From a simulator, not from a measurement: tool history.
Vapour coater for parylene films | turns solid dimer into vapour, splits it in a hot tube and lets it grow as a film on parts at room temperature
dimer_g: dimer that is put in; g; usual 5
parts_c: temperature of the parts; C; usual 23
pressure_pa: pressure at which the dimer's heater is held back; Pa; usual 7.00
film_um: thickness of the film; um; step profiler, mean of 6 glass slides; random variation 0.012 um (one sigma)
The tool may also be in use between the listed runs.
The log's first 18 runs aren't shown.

run	hour	dimer_g	parts_c	pressure_pa	hours of work since the trap's valve was overhauled	hours of work since the table's thermometer was calibrated	film_um
19	246.7	5	23	7.00	273	316	1.29
20	260.1	5	23	7.00	280	323	1.31
21	277.0	5	23	7.00	288	331	1.32
22	294.2	5	23	7.00	297	340	1.32
23	310.6	5	23	7.00	305	348	1.30
24	326.1	5	23	5.26	313	356	1.34
25	335.8	5	23	2.95	318	361	1.43
26	353.3	5	23	2.95	326	369	1.43
27	363.5	5	27	2.95	331	374	1.28
28	377.8	5	27	2.95	338	381	1.25
29	385.5	8	27	2.95	342	385	2.02
30	395.2	8	27	2.95	347	390	2.01
31	407.1	5	27	8.80	353	396	1.15
32	420.0	5	27	8.80	359	402	1.14
33	436.5	5	19	10.48	367	410	1.43
34	453.0	5	19	10.48	376	419	1.41
35	471.2	2	19	2.52	385	428	0.66
36	488.2	6	23	4.81	393	436	1.63
37	505.7	8	23	2.42	402	445	2.35
38	514.8	8	23	2.42	406	449	2.31
39	527.8	8	23	2.42	413	456	2.34
40	536.2	8	23	2.42	417	460	2.37
41	549.8	2	21	7.00	424	467	0.57

Forecast each of these 4 alternatives for the next run:
A	561.6	5	30	7.00	429	472	?
B	561.6	4	21	3.64	429	472	?
C	561.6	7	32	7.00	429	472	?
D	561.6	7	23	5.05	429	472	?

run	film_um
A	1.04
B	1.20
C	1.38
D	1.91
Without the tool's hidden state the same runs would have given:
run	film_um
A	1.04
B	1.20
C	1.38
D	1.91

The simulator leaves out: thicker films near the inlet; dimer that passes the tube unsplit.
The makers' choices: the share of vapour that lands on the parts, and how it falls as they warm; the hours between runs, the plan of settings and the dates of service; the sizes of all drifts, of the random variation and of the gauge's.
